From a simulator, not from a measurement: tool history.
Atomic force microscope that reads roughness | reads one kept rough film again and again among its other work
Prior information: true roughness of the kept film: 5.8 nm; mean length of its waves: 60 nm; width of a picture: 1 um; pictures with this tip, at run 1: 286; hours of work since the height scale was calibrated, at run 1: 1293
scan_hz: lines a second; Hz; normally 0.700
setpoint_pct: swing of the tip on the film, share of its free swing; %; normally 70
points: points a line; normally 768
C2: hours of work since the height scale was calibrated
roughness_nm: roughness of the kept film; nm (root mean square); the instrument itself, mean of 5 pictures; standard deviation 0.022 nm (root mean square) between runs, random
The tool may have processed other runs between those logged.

Run 1, hour 0.0: usual settings; pictures with this tip 286; C2 1293. Result: roughness_nm 4.904 nm (root mean square).
At hour 24.0: new tip fitted.
At hour 43.6: height scale calibrated on a step standard.
Run 2, hour 56.1: usual settings but setpoint_pct 55 %; pictures with this tip 49; C2 8. Result: roughness_nm 5.451 nm (root mean square).
Run 3, hour 103.7: usual settings; pictures with this tip 124; C2 37. Result: roughness_nm 5.251 nm (root mean square).
Run 4, hour 153.8: usual settings; pictures with this tip 204; C2 67. Result: roughness_nm 5.103 nm (root mean square).
Run 5, hour 214.0: usual settings but scan_hz 2.754 Hz; pictures with this tip 299; C2 104. Result: roughness_nm 4.526 nm (root mean square).
At hour 227.4: new tip fitted.
Run 6, hour 258.4: usual settings but setpoint_pct 80 %; pictures with this tip 49; C2 130. Result: roughness_nm 5.189 nm (root mean square).
Run 7, hour 305.7: usual settings; pictures with this tip 123; C2 159. Result: roughness_nm 5.233 nm (root mean square).
Run 8, hour 379.8: usual settings; pictures with this tip 241; C2 204. Result: roughness_nm 5.019 nm (root mean square).
At hour 427.8: new tip fitted.
Run 9, hour 432.2: usual settings but scan_hz 0.770 Hz; pictures with this tip 7; C2 235. Result: roughness_nm 5.429 nm (root mean square).
At hour 477.6: height scale calibrated on a step standard, once more.
Run 10, hour 485.0: usual settings but scan_hz 0.770 Hz; pictures with this tip 89; C2 4. Result: roughness_nm 5.151 nm (root mean square).
Run 11, hour 549.2: usual settings but scan_hz 0.770 Hz; pictures with this tip 191; C2 43. Result: roughness_nm 5.036 nm (root mean square).
Run 12, hour 598.1: usual settings but scan_hz 0.770 Hz; pictures with this tip 268; C2 73. Result: roughness_nm 4.909 nm (root mean square).
At hour 632.9: new tip fitted.
Run 13, hour 659.8: usual settings but scan_hz 2.333 Hz; pictures with this tip 42; C2 110. Result: roughness_nm 4.978 nm (root mean square).
Run 14, hour 719.6: usual settings but scan_hz 0.748 Hz; pictures with this tip 137; C2 147. Result: roughness_nm 5.164 nm (root mean square).
Run 15, hour 760.1: usual settings but scan_hz 0.748 Hz; pictures with this tip 201; C2 171. Result: roughness_nm 5.038 nm (root mean square).
Run 16, hour 809.3: usual settings but setpoint_pct 82 %; pictures with this tip 279; C2 201. Result: roughness_nm 4.798 nm (root mean square).
At hour 835.2: new tip fitted.
Run 17, hour 845.4: usual settings but setpoint_pct 89 %; pictures with this tip 16; C2 223. Result: roughness_nm 5.089 nm (root mean square).
Run 18, hour 900.1: usual settings but setpoint_pct 89 %; pictures with this tip 103; C2 256. Result: roughness_nm 4.930 nm (root mean square).
Run 19, hour 972.0: usual settings but setpoint_pct 89 %; pictures with this tip 217; C2 300. Result: roughness_nm 4.724 nm (root mean square).
At hour 1039.8: new tip fitted.
Run 20, hour 1044.9: usual settings but scan_hz 0.758 Hz, setpoint_pct 59 %, points 417; pictures with this tip 7; C2 344. Result: roughness_nm 5.411 nm (root mean square).
Run 21, hour 1106.7: usual settings but scan_hz 0.654 Hz, setpoint_pct 72 %, points 984; pictures with this tip 105; C2 381. Result: roughness_nm 5.197 nm (root mean square).
Run 22, hour 1137.5: usual settings but scan_hz 0.654 Hz, setpoint_pct 72 %, points 984; pictures with this tip 154; C2 400. Result: roughness_nm 5.050 nm (root mean square).
Run 23, hour 1173.9: usual settings but scan_hz 1.708 Hz, setpoint_pct 72 %, points 295; pictures with this tip 212; C2 422. Result: roughness_nm 4.705 nm (root mean square).
At hour 1241.0: new tip fitted.
Run 24, hour 1245.1: usual settings but setpoint_pct 60 %, points 324; pictures with this tip 7; C2 465. Result: roughness_nm 5.434 nm (root mean square).
Run 25, hour 1295.7: usual settings but scan_hz 3.391 Hz, setpoint_pct 66 %, points 559; pictures with this tip 87; C2 496. Result: roughness_nm 4.843 nm (root mean square).
Run 26, hour 1348.2: usual settings but setpoint_pct 79 %, points 541; pictures with this tip 170; C2 528. Result: roughness_nm 4.962 nm (root mean square).
Run 27, hour 1389.9: usual settings but scan_hz 3.939 Hz, setpoint_pct 89 %, points 541; pictures with this tip 236; C2 553. Result: roughness_nm 3.503 nm (root mean square).
At hour 1443.7: new tip fitted.
Run 28, hour 1455.0: usual settings but scan_hz 2.455 Hz, setpoint_pct 57 %, points 588; pictures with this tip 17; C2 592. Result: roughness_nm 5.264 nm (root mean square).
Run 29, hour 1507.6: usual settings but scan_hz 1.205 Hz; pictures with this tip 101; C2 624. Result: roughness_nm 5.111 nm (root mean square).
Run 30, hour 1578.5: usual settings but scan_hz 1.439 Hz, setpoint_pct 80 %, points 335; pictures with this tip 213; C2 667. Result: roughness_nm 4.655 nm (root mean square).
Run 31, hour 1631.7: usual settings but scan_hz 1.439 Hz, setpoint_pct 80 %, points 335; pictures with this tip 297; C2 700. Result: roughness_nm 4.516 nm (root mean square).
At hour 1644.7: new tip fitted.
Run 32, hour 1695.7: usual settings but scan_hz 1.439 Hz, setpoint_pct 80 %, points 335; pictures with this tip 81; C2 738. Result: roughness_nm 4.868 nm (root mean square).
Run 33, hour 1745.7: usual settings but scan_hz 2.435 Hz, setpoint_pct 59 %, points 542; pictures with this tip 160; C2 769. Result: roughness_nm 5.019 nm (root mean square).
Run 34, hour 1802.3: usual settings but scan_hz 2.435 Hz, setpoint_pct 59 %, points 542; pictures with this tip 250; C2 803. Result: roughness_nm 4.850 nm (root mean square).
At hour 1845.3: new tip fitted.
Run 35, hour 1868.2: usual settings but setpoint_pct 85 %, points 330; pictures with this tip 36; C2 843. Result: roughness_nm 5.102 nm (root mean square).

What if the next run were any one of these 5? Each begins from the tool's condition after run 35:
Run A, hour 1923.0: usual settings but scan_hz 2.349 Hz, setpoint_pct 85 %, points 964; pictures with this tip 123; C2 876. Result: roughness_nm ?.
Run B, hour 1923.0: usual settings but scan_hz 0.516 Hz, setpoint_pct 77 %, points 843; pictures with this tip 123; C2 876. Result: roughness_nm ?.
Run C, hour 1923.0: usual settings but setpoint_pct 67 %; pictures with this tip 123; C2 876. Result: roughness_nm ?.
Run D, hour 1923.0: usual settings but scan_hz 0.928 Hz, setpoint_pct 62 %, points 832; pictures with this tip 123; C2 876. Result: roughness_nm ?.
Run E, hour 1923.0: usual settings but scan_hz 3.152 Hz, setpoint_pct 85 %, points 273; pictures with this tip 123; C2 876. Result: roughness_nm ?.

run  roughness_nm
  A         4.311
  B         5.173
  C         5.190
  D         5.214
  E         3.998
With no hidden state in the tool, these same runs would have given:
run  roughness_nm
  A         4.489
  B         5.387
  C         5.404
  D         5.430
  E         4.164
